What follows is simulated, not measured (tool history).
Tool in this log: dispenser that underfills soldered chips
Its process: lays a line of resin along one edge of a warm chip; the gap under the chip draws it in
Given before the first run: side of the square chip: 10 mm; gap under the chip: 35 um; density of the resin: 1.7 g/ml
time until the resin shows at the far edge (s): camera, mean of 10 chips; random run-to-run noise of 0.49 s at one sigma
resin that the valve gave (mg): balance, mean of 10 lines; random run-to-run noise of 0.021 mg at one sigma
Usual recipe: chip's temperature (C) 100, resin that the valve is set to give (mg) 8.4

run	day	chip's temperature (C)	resin that the valve is set to give (mg)	time until the resin shows at the far edge (s)	resin that the valve gave (mg)
1	0	100	8.4	42.1	8.15
2	0.125	100	8.4	46.4	8.11
# day 0.262: new syringe of resin
3	0.288	100	8.4	39.2	8.12
4	0.45	100	7.22	47	6.96
# day 0.604: new syringe of resin
# day 0.692: dispensing valve cleaned and set on the balance
5	0.7	102	8.4	39.4	8.41
6	0.908	108	8.4	38.3	8.33
# day 0.988: new syringe of resin
7	1.121	104	8.4	38.2	8.32
8	1.221	100	8.4	46.7	8.34
# day 1.329: new syringe of resin
9	1.425	109	9.69	31.3	9.59
10	1.538	114	9.69	30.7	9.52
# day 1.671: new syringe of resin
11	1.712	114	9.69	25.9	9.51
12	1.938	106	7.4	41.3	7.29
# day 2.017: new syringe of resin
13	2.1	106	7.4	35.2	7.24
14	2.262	106	8.13	39.9	7.96
# day 2.362: new syringe of resin
15	2.475	97	8.37	47	8.17

Alternative continuations, all from the tool just after run 15; predict every row:
A	2.621	109	8.37	?	?
B	2.621	100	8.52	?	?
C	2.621	93	8.91	?	?
D	2.621	102	8.31	?	?
E	2.621	113	10.78	?	?

run	time until the resin shows at the far edge (s)	resin that the valve gave (mg)
A	36.8	8.14
B	47.9	8.3
C	59.8	8.62
D	44.4	8.09
E	31.9	10.49
With the hidden condition removed and each run's random variation left untouched, the same runs would have given:
run	time until the resin shows at the far edge (s)	resin that the valve gave (mg)
A	30.1	8.37
B	39.3	8.53
C	49.1	8.87
D	36.3	8.32
E	26.3	10.78
